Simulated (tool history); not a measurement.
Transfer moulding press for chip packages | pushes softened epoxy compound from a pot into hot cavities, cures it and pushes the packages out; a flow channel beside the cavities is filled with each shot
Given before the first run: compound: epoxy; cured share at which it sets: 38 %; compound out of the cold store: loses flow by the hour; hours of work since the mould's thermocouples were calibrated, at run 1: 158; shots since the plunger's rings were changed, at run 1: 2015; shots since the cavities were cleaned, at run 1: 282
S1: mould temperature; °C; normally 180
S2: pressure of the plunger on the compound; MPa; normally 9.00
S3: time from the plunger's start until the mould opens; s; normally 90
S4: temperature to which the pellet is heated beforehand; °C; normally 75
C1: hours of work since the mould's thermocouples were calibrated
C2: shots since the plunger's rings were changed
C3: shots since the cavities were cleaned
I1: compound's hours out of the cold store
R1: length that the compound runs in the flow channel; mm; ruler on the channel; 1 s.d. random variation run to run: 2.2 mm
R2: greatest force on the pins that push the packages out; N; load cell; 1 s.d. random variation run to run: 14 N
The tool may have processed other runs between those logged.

{"run": 1, "day": 0.0, "S1": 180, "S2": 9.0, "S3": 90, "S4": 75, "C1": 158, "C2": 2015, "C3": 282, "I1": 28.3, "R1": 709, "R2": 932}
{"run": 2, "day": 1.167, "S1": 180, "S2": 9.0, "S3": 90, "S4": 75, "C1": 175, "C2": 2343, "C3": 610, "I1": 33.6, "R1": 704, "R2": 1097}
{"day": 1.633, "done": "cavities cleaned with cleaning compound and waxed"}
{"day": 2.508, "done": "plunger's sealing rings changed"}
{"run": 3, "day": 2.508, "S1": 180, "S2": 9.0, "S3": 71, "S4": 75, "C1": 192, "C2": 0, "C3": 216, "I1": 14.9, "R1": 754, "R2": 1620}
{"run": 4, "day": 3.433, "S1": 180, "S2": 9.0, "S3": 71, "S4": 75, "C1": 205, "C2": 261, "C3": 477, "I1": 29.4, "R1": 720, "R2": 1907}
{"day": 4.421, "done": "cavities cleaned with cleaning compound and waxed"}
{"run": 5, "day": 5.208, "S1": 180, "S2": 9.0, "S3": 90, "S4": 72, "C1": 229, "C2": 743, "C3": 223, "I1": 30.2, "R1": 711, "R2": 862}
{"day": 6.983, "done": "cavities cleaned with cleaning compound and waxed"}
{"run": 6, "day": 7.046, "S1": 180, "S2": 9.0, "S3": 90, "S4": 75, "C1": 255, "C2": 1242, "C3": 18, "I1": 21.9, "R1": 724, "R2": 660}
{"run": 7, "day": 8.042, "S1": 180, "S2": 9.0, "S3": 90, "S4": 75, "C1": 269, "C2": 1522, "C3": 298, "I1": 23.3, "R1": 723, "R2": 908}
{"run": 8, "day": 9.221, "S1": 180, "S2": 9.0, "S3": 90, "S4": 75, "C1": 286, "C2": 1854, "C3": 630, "I1": 38.7, "R1": 685, "R2": 1083}
{"day": 9.608, "done": "cavities cleaned with cleaning compound and waxed"}
{"run": 9, "day": 11.079, "S1": 180, "S2": 9.0, "S3": 90, "S4": 75, "C1": 312, "C2": 2360, "C3": 414, "I1": 24.9, "R1": 715, "R2": 929}
{"day": 12.142, "done": "cavities cleaned with cleaning compound and waxed"}
{"run": 10, "day": 12.142, "S1": 180, "S2": 9.0, "S3": 90, "S4": 75, "C1": 326, "C2": 2641, "C3": 0, "I1": 21.6, "R1": 719, "R2": 645}
{"day": 12.358, "done": "plunger's sealing rings changed"}
{"run": 11, "day": 13.783, "S1": 180, "S2": 9.0, "S3": 90, "S4": 75, "C1": 348, "C2": 401, "C3": 433, "I1": 34.2, "R1": 710, "R2": 948}
{"day": 14.871, "done": "cavities cleaned with cleaning compound and waxed"}
{"run": 12, "day": 15.725, "S1": 180, "S2": 9.0, "S3": 90, "S4": 82, "C1": 375, "C2": 930, "C3": 240, "I1": 39.8, "R1": 695, "R2": 820}
{"day": 17.425, "done": "cavities cleaned with cleaning compound and waxed"}
{"run": 13, "day": 17.658, "S1": 180, "S2": 9.0, "S3": 84, "S4": 75, "C1": 402, "C2": 1457, "C3": 66, "I1": 44.1, "R1": 685, "R2": 818}
{"run": 14, "day": 18.708, "S1": 179, "S2": 8.24, "S3": 90, "S4": 71, "C1": 417, "C2": 1752, "C3": 361, "I1": 41.9, "R1": 658, "R2": 1000}
{"run": 15, "day": 19.6, "S1": 179, "S2": 8.55, "S3": 90, "S4": 79, "C1": 429, "C2": 2003, "C3": 612, "I1": 13.7, "R1": 729, "R2": 1110}
{"day": 20.054, "done": "cavities cleaned with cleaning compound and waxed"}
{"run": 16, "day": 20.808, "S1": 179, "S2": 8.55, "S3": 90, "S4": 79, "C1": 446, "C2": 2325, "C3": 212, "I1": 21.1, "R1": 709, "R2": 900}
{"run": 17, "day": 21.742, "S1": 179, "S2": 8.55, "S3": 90, "S4": 79, "C1": 459, "C2": 2589, "C3": 476, "I1": 30.8, "R1": 687, "R2": 1048}
{"day": 22.175, "done": "plunger's sealing rings changed"}
{"day": 22.704, "done": "cavities cleaned with cleaning compound and waxed"}
{"run": 18, "day": 22.804, "S1": 182, "S2": 7.49, "S3": 102, "S4": 79, "C1": 472, "C2": 160, "C3": 28, "I1": 25.7, "R1": 657, "R2": 486}
{"run": 19, "day": 24.358, "S1": 182, "S2": 7.49, "S3": 102, "S4": 79, "C1": 494, "C2": 598, "C3": 466, "I1": 9.3, "R1": 687, "R2": 788}
{"day": 25.271, "done": "cavities cleaned with cleaning compound and waxed"}
{"run": 20, "day": 25.271, "S1": 182, "S2": 7.49, "S3": 102, "S4": 79, "C1": 506, "C2": 837, "C3": 0, "I1": 13.4, "R1": 682, "R2": 492}
{"run": 21, "day": 26.483, "S1": 182, "S2": 7.49, "S3": 102, "S4": 79, "C1": 524, "C2": 1178, "C3": 341, "I1": 28.7, "R1": 646, "R2": 717}
{"day": 27.921, "done": "cavities cleaned with cleaning compound and waxed"}
{"run": 22, "day": 28.029, "S1": 174, "S2": 7.25, "S3": 90, "S4": 71, "C1": 545, "C2": 1595, "C3": 30, "I1": 12.1, "R1": 691, "R2": 1075}
{"run": 23, "day": 29.742, "S1": 174, "S2": 10.74, "S3": 90, "S4": 71, "C1": 570, "C2": 2077, "C3": 512, "I1": 13.3, "R1": 834, "R2": 1697}
{"day": 30.529, "done": "cavities cleaned with cleaning compound and waxed"}
{"run": 24, "day": 31.254, "S1": 174, "S2": 10.74, "S3": 90, "S4": 71, "C1": 590, "C2": 2486, "C3": 204, "I1": 20.2, "R1": 811, "R2": 1254}
{"day": 32.121, "done": "plunger's sealing rings changed"}
{"run": 25, "day": 32.821, "S1": 174, "S2": 10.74, "S3": 90, "S4": 71, "C1": 611, "C2": 197, "C3": 615, "I1": 47.6, "R1": 766, "R2": 1539}
{"day": 33.304, "done": "cavities cleaned with cleaning compound and waxed"}
{"run": 26, "day": 34.425, "S1": 185, "S2": 7.56, "S3": 74, "S4": 70, "C1": 633, "C2": 631, "C3": 316, "I1": 33.8, "R1": 637, "R2": 994}

Each row is a separate what-if for the run after 26, all from the same tool condition, not one after another. Results?
{"run": "A", "day": 35.7, "S1": 185, "S2": 10.63, "S3": 90, "S4": 75, "C1": 652, "C2": 990, "C3": 675, "I1": 19.1, "R1": "?", "R2": "?"}
{"run": "B", "day": 35.7, "S1": 185, "S2": 9.0, "S3": 104, "S4": 82, "C1": 652, "C2": 990, "C3": 675, "I1": 24.4, "R1": "?", "R2": "?"}
{"run": "C", "day": 35.7, "S1": 182, "S2": 7.56, "S3": 74, "S4": 69, "C1": 652, "C2": 990, "C3": 675, "I1": 11.1, "R1": "?", "R2": "?"}
{"run": "D", "day": 35.7, "S1": 184, "S2": 7.92, "S3": 109, "S4": 75, "C1": 652, "C2": 990, "C3": 675, "I1": 39.1, "R1": "?", "R2": "?"}

run=A R1=782 R2=879
run=B R1=708 R2=838
run=C R1=687 R2=1613
run=D R1=639 R2=805
Take away the tool's hidden state, keep each run's random variation, and the runs would have read:
run=A R1=794 R2=517
run=B R1=719 R2=479
run=C R1=698 R2=1017
run=D R1=649 R2=459

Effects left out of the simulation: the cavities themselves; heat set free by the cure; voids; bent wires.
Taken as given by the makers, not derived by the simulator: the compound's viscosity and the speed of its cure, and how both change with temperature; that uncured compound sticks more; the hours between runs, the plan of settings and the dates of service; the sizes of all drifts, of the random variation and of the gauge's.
